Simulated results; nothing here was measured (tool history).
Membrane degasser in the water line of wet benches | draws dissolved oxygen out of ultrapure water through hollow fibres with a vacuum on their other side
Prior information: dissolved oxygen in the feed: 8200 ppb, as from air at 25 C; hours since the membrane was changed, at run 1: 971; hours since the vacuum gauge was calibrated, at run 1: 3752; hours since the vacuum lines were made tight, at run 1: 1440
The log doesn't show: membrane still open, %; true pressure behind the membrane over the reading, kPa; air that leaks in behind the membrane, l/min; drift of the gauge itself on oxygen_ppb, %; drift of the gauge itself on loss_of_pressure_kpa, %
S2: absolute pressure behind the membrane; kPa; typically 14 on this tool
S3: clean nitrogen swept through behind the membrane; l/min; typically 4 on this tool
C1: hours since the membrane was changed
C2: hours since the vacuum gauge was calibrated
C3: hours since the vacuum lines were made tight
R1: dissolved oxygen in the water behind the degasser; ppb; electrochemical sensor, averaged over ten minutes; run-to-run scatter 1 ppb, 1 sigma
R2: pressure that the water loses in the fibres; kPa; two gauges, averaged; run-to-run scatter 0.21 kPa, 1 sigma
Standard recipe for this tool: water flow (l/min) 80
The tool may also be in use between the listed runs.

run 1 hour=0 | water_flow_(l/min)=80 S2=14 S3=4 | C1=971 C2=3752 C3=1440 | R1=465.2 R2=47.47
run 2 hour=53.6 | water_flow_(l/min)=80 S2=14 S3=4 | C1=1025 C2=3805 C3=1494 | R1=464.4 R2=47.31
run 3 hour=94.8 | water_flow_(l/min)=80 S2=14 S3=4 | C1=1066 C2=3847 C3=1535 | R1=464.9 R2=47.56
run 4 hour=144.4 | water_flow_(l/min)=80 S2=9.2 S3=4 | C1=1116 C2=3896 C3=1585 | R1=265.9 R2=47.67
run 5 hour=222.3 | water_flow_(l/min)=80 S2=9.2 S3=4 | C1=1194 C2=3974 C3=1663 | R1=266.1 R2=47.63
run 6 hour=298.7 | water_flow_(l/min)=80 S2=9.2 S3=4 | C1=1270 C2=4050 C3=1739 | R1=266.1 R2=47.32
run 7 hour=351.6 | water_flow_(l/min)=80 S2=9.2 S3=4 | C1=1323 C2=4103 C3=1792 | R1=266.8 R2=47.45
run 8 hour=425.5 | water_flow_(l/min)=88 S2=14 S3=4 | C1=1397 C2=4177 C3=1866 | R1=504.4 R2=52.29
run 9 hour=468.3 | water_flow_(l/min)=80 S2=34.3 S3=4 | C1=1439 C2=4220 C3=1909 | R1=1206.4 R2=47.58
run 10 hour=512.6 | water_flow_(l/min)=80 S2=14.2 S3=4 | C1=1484 C2=4264 C3=1953 | R1=472.3 R2=47.61
run 11 hour=572.6 | water_flow_(l/min)=80 S2=14 S3=8.77 | C1=1544 C2=4324 C3=2013 | R1=231.7 R2=47.99
run 12 hour=645.3 | water_flow_(l/min)=80 S2=14 S3=4 | C1=1617 C2=4397 C3=2086 | R1=462.9 R2=47.64
run 13 hour=703 | water_flow_(l/min)=80 S2=14 S3=4 | C1=1674 C2=4455 C3=2143 | R1=463.5 R2=47.74
run 14 hour=778.8 | water_flow_(l/min)=80 S2=14 S3=4 | C1=1750 C2=4531 C3=2219 | R1=463.1 R2=47.91
run 15 hour=814.4 | water_flow_(l/min)=80 S2=14 S3=4 | C1=1786 C2=4566 C3=2255 | R1=464.4 R2=47.94
run 16 hour=889.1 | water_flow_(l/min)=80 S2=13.9 S3=4 | C1=1860 C2=4641 C3=2330 | R1=457.7 R2=47.47
run 17 hour=951.4 | water_flow_(l/min)=80 S2=13.9 S3=4 | C1=1923 C2=4703 C3=2392 | R1=461.3 R2=48.12
run 18 hour=1036.2 | water_flow_(l/min)=56 S2=28.6 S3=1.62 | C1=2007 C2=4788 C3=2477 | R1=1534.5 R2=33.44

What does the tool deliver on the next run?
run 19 hour=1108.7 | water_flow_(l/min)=84 S2=28.6 S3=1.62 | C1=2080 C2=4860 C3=2549 | R1=? R2=?

R1: 2017.8 ppb
R2: 50.26 kPa
Take away the tool's hidden state, keep the run-to-run variation as it was, and the same run would have given R1 2010.1 ppb, R2 49.87 kPa.
